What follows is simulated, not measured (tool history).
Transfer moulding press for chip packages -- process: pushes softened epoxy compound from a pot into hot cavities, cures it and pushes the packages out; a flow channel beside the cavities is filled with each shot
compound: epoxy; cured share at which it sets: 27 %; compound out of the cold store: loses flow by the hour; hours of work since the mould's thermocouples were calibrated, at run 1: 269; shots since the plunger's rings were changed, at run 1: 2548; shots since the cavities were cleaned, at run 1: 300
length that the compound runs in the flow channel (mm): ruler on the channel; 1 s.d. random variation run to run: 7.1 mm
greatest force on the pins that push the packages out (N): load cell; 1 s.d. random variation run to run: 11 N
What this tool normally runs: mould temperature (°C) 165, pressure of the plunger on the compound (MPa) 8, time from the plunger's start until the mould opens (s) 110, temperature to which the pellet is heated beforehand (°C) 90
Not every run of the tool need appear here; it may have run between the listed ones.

run,hour,mould temperature (°C),pressure of the plunger on the compound (MPa),time from the plunger's start until the mould opens (s),temperature to which the pellet is heated beforehand (°C),hours of work since the mould's thermocouples were calibrated,shots since the plunger's rings were changed,shots since the cavities were cleaned,incoming compound's hours out of the cold store,length that the compound runs in the flow channel (mm),greatest force on the pins that push the packages out (N)
1,0,165,8,110,90,269,2548,300,20.3,793,808
2,7.8,165,8,110,90,274,2615,367,14.4,795,837
3,14.1,169,8,110,90,277,2669,421,31.7,749,699
4,20.6,169,8,110,90,281,2726,478,25.5,766,721
5,27.8,169,8,110,90,285,2788,540,11.1,782,779
6,32.3,169,8,110,90,288,2827,579,40.6,718,767
7,40.4,164,7.39,125,83,292,2897,649,18.6,763,874
8,49.2,164,7.39,125,83,297,2973,725,12.8,763,916
9,58.6,165,8,104,91,302,3055,807,23.3,768,1173
10,64.7,165,8,104,91,306,3107,859,45.1,731,1118
# hour 71.4: cavities cleaned with cleaning compound and waxed
11,72.2,165,8,104,86,309,3159,7,8.3,797,654

Consider 4 possible next runs. They are alternatives, not a sequence: every one starts from the tool as it was left by run 11. What does each give?
A,78.2,165,7.19,119,95,312,3210,58,12.8,?,?
B,78.2,165,6.95,100,96,312,3210,58,43.7,?,?
C,78.2,166,8,100,90,312,3210,58,40.2,?,?
D,78.2,165,8,132,90,312,3210,58,38.1,?,?

run,length that the compound runs in the flow channel (mm),greatest force on the pins that push the packages out (N)
A,741,539
B,678,681
C,737,696
D,732,496
With no hidden state in the tool, these same runs would have given:
run,length that the compound runs in the flow channel (mm),greatest force on the pins that push the packages out (N)
A,773,471
B,708,581
C,769,597
D,764,439

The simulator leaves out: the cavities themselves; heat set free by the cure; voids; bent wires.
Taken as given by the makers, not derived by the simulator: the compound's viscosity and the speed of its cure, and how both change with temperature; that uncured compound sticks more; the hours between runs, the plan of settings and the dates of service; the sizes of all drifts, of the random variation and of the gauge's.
